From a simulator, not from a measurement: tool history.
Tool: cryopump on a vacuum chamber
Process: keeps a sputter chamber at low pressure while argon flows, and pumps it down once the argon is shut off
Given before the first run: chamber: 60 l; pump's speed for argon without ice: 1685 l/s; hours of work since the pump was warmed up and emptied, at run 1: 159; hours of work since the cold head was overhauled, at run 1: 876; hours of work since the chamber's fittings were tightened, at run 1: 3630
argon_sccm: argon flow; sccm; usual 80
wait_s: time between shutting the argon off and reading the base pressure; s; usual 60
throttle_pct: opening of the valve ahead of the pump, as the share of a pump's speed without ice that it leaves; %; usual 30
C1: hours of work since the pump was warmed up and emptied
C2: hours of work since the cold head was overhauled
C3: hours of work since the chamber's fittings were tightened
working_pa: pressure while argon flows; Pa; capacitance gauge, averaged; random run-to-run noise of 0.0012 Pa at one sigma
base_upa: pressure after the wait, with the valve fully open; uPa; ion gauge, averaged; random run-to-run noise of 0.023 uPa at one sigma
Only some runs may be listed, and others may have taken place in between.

run 1 day=0.000 | argon_sccm=80 wait_s=60 throttle_pct=30 | C1=159 C2=876 C3=3630 | working_pa=0.2704 base_upa=1.33
-- day=1.929 leaking fittings of the chamber tightened, without venting
run 2 day=3.388 | argon_sccm=74 wait_s=60 throttle_pct=30 | C1=218 C2=935 C3=26 | working_pa=0.2527 base_upa=0.79
run 3 day=5.638 | argon_sccm=74 wait_s=60 throttle_pct=30 | C1=259 C2=976 C3=67 | working_pa=0.2545 base_upa=0.79
run 4 day=8.150 | argon_sccm=80 wait_s=60 throttle_pct=30 | C1=304 C2=1021 C3=112 | working_pa=0.2754 base_upa=0.85
run 5 day=11.562 | argon_sccm=80 wait_s=104 throttle_pct=30 | C1=366 C2=1083 C3=174 | working_pa=0.2762 base_upa=0.63
run 6 day=14.567 | argon_sccm=80 wait_s=60 throttle_pct=30 | C1=420 C2=1137 C3=228 | working_pa=0.2802 base_upa=0.90
run 7 day=17.888 | argon_sccm=78 wait_s=33 throttle_pct=48 | C1=480 C2=1197 C3=288 | working_pa=0.1765 base_upa=1.41
run 8 day=20.879 | argon_sccm=34 wait_s=130 throttle_pct=45 | C1=534 C2=1251 C3=342 | working_pa=0.0823 base_upa=0.61
run 9 day=23.458 | argon_sccm=63 wait_s=130 throttle_pct=20 | C1=580 C2=1297 C3=388 | working_pa=0.3281 base_upa=0.59
run 10 day=25.292 | argon_sccm=40 wait_s=27 throttle_pct=23 | C1=613 C2=1330 C3=421 | working_pa=0.1854 base_upa=1.66
run 11 day=29.375 | argon_sccm=71 wait_s=87 throttle_pct=23 | C1=687 C2=1404 C3=495 | working_pa=0.3273 base_upa=0.74
-- day=31.475 pump warmed up, emptied and cooled again
run 12 day=32.512 | argon_sccm=71 wait_s=87 throttle_pct=23 | C1=19 C2=1457 C3=548 | working_pa=0.3109 base_upa=0.67

Pick out some run-to-run changes in working_pa. Of each, how much would a tool without hidden state show as well, from the settings, what came in and chance, and how much is left for the hidden state and any gauge scatter not in both results compared?
Hidden conditions of the tool in this case: pump's speed, % of a pump's without ice; cold plate's temperature, K; leak into the chamber, uPa l/s; drift of the gauge itself on working_pa, %; drift of the gauge itself on base_upa, %.
Run 8 -> 9: argon_sccm 34 -> 63, throttle_pct 45 -> 20. working_pa +0.2458 Pa: hidden state +0.0068, all else +0.2390.
Run 11 -> 12: pump warmed up, emptied and cooled again. working_pa -0.0164 Pa: hidden state -0.0174, all else +0.0010.

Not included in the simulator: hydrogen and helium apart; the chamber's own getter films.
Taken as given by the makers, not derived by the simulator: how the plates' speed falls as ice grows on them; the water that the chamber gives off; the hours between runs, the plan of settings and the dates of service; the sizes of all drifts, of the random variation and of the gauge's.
